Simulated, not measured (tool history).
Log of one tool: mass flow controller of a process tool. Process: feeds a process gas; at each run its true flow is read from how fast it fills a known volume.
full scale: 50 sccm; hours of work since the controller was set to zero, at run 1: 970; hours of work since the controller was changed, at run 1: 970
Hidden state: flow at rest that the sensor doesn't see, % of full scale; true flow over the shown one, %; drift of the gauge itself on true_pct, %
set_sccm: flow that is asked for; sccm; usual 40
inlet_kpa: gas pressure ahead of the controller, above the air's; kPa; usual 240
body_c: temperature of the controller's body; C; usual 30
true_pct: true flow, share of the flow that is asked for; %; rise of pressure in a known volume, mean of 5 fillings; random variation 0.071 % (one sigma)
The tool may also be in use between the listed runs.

| run | day | set_sccm | inlet_kpa | body_c | hours of work since the controller was set to zero | hours of work since the controller was changed | true_pct |
|---|---|---|---|---|---|---|---|
| 1 | 0.000 | 40 | 240 | 30 | 970 | 970 | 99.22 |
| 2 | 2.838 | 40 | 240 | 22 | 1023 | 1023 | 98.63 |
| 3 | 6.129 | 40 | 240 | 22 | 1084 | 1084 | 98.80 |
| 4 | 8.517 | 40 | 240 | 30 | 1128 | 1128 | 99.16 |
| 5 | 10.333 | 40 | 240 | 30 | 1162 | 1162 | 99.01 |
| 6 | 12.825 | 40 | 240 | 30 | 1208 | 1208 | 99.03 |
| 7 | 14.350 | 40 | 240 | 30 | 1236 | 1236 | 99.11 |
| 8 | 16.438 | 46 | 240 | 30 | 1275 | 1275 | 99.49 |
| 9 | 18.154 | 29 | 240 | 30 | 1306 | 1306 | 98.35 |
| 10 | 19.738 | 40 | 240 | 30 | 1336 | 1336 | 98.92 |
| 11 | 21.304 | 40 | 240 | 30 | 1365 | 1365 | 99.02 |
| 12 | 23.871 | 7 | 240 | 30 | 1412 | 1412 | 96.56 |
| 13 | 26.712 | 7 | 240 | 30 | 1465 | 1465 | 96.54 |
| 14 | 28.692 | 7 | 240 | 30 | 1501 | 1501 | 96.42 |
| 15 | 31.025 | 7 | 240 | 30 | 1544 | 1544 | 96.36 |
| 16 | 33.483 | 7 | 253 | 30 | 1590 | 1590 | 96.26 |
| 17 | 36.529 | 40 | 240 | 30 | 1646 | 1646 | 98.98 |
| 18 | 38.833 | 40 | 240 | 30 | 1689 | 1689 | 98.95 |
| 19 | 42.442 | 40 | 240 | 30 | 1756 | 1756 | 98.88 |
| 20 | 46.188 | 40 | 240 | 30 | 1825 | 1825 | 98.83 |
| 21 | 49.192 | 40 | 240 | 30 | 1880 | 1880 | 98.84 |
| 22 | 52.050 | 40 | 240 | 30 | 1933 | 1933 | 98.77 |
| 23 | 55.042 | 40 | 157 | 30 | 1989 | 1989 | 99.42 |
| 24 | 57.275 | 9 | 268 | 24 | 2030 | 2030 | 95.94 |
| 25 | 60.867 | 6 | 269 | 22 | 2096 | 2096 | 95.26 |
| 26 | 62.558 | 6 | 269 | 22 | 2128 | 2128 | 95.23 |
| 27 | 66.212 | 6 | 148 | 30 | 2195 | 2195 | 96.36 |
| 28 | 68.946 | 40 | 188 | 30 | 2246 | 2246 | 99.12 |
| 29 | 71.429 | 40 | 240 | 35 | 2292 | 2292 | 99.08 |
| 30 | 74.017 | 5 | 240 | 37 | 2340 | 2340 | 95.74 |
| 31 | 77.162 | 7 | 240 | 24 | 2398 | 2398 | 95.47 |
| 32 | 79.712 | 7 | 240 | 24 | 2445 | 2445 | 95.58 |
| 33 | 83.042 | 18 | 233 | 24 | 2507 | 2507 | 96.93 |
| 34 | 85.050 | 18 | 233 | 24 | 2544 | 2544 | 96.80 |
| 35 | 87.838 | 6 | 178 | 30 | 2595 | 2595 | 95.82 |
| 36 | 89.933 | 6 | 178 | 30 | 2634 | 2634 | 95.91 |
| 37 | 93.683 | 11 | 240 | 22 | 2703 | 2703 | 96.06 |
| 38 | 96.358 | 11 | 240 | 22 | 2753 | 2753 | 95.96 |
| 39 | 98.600 | 6 | 147 | 22 | 2794 | 2794 | 95.43 |
| 40 | 100.183 | 8 | 224 | 30 | 2824 | 2824 | 95.87 |
| 41 | 102.329 | 8 | 224 | 30 | 2863 | 2863 | 95.90 |
| 42 | 104.779 | 20 | 224 | 33 | 2909 | 2909 | 97.51 |
| 43 | 107.142 | 46 | 206 | 25 | 2952 | 2952 | 98.86 |
| 44 | 110.479 | 46 | 206 | 25 | 3014 | 3014 | 98.76 |
| 45 | 113.154 | 39 | 262 | 25 | 3063 | 3063 | 98.20 |
| 46 | 115.167 | 19 | 182 | 34 | 3101 | 3101 | 97.50 |

3 ways to go on from here, each from the tool as it stands after run 46. What would each give?
| A | 116.862 | 13 | 197 | 32 | 3132 | 3132 | ? |
| B | 116.862 | 8 | 166 | 24 | 3132 | 3132 | ? |
| C | 116.862 | 18 | 192 | 28 | 3132 | 3132 | ? |

| run | true_pct |
|---|---|
| A | 96.75 |
| B | 95.81 |
| C | 97.24 |
Without the tool's hidden state the same runs would have given:
| run | true_pct |
|---|---|
| A | 98.23 |
| B | 97.78 |
| C | 98.50 |
